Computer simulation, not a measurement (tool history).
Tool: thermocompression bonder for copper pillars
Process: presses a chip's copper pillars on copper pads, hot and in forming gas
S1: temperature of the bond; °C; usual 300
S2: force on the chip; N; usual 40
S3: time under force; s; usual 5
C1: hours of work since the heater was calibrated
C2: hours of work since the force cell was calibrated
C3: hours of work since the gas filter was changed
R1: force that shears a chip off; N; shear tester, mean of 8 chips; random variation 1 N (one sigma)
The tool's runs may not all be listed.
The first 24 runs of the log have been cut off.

run,day,S1,S2,S3,C1,C2,C3,R1
25,35.158,299,29,13,839,704,393,77.3
# day 35.808: forming gas filter changed
26,36.279,307,44,3,849,715,5,84.8
27,38.146,307,33,9,867,733,22,93.3
28,39.554,312,40,3,881,746,36,82.6
29,40.908,312,40,3,894,759,49,81.4
30,42.512,312,40,3,909,775,64,81.3
31,44.442,302,40,5,928,793,83,83.4
32,45.658,302,28,10,940,805,95,76.7
33,47.129,320,58,5,954,819,109,122.3
34,48.546,284,55,5,967,833,123,92.2
35,49.775,284,29,5,979,844,134,47.4
36,51.458,300,40,13,995,861,151,107.9
37,53.479,300,40,11,1015,880,170,102.3
38,55.362,274,40,3,1033,898,188,47.0
39,56.462,280,27,8,1043,909,199,48.1
40,58.033,280,27,8,1059,924,214,48.0
41,60.108,280,27,8,1079,944,234,48.8

What if the next run were any one of these 3? Each begins from the tool's condition after run 41:
A,61.771,300,40,3,1094,960,250,?
B,61.771,280,38,10,1094,960,250,?
C,61.771,300,40,5,1094,960,250,?

run,R1
A,67.4
B,76.9
C,80.4
Without the tool's hidden state the same runs would have given:
run,R1
A,77.3
B,88.3
C,91.3

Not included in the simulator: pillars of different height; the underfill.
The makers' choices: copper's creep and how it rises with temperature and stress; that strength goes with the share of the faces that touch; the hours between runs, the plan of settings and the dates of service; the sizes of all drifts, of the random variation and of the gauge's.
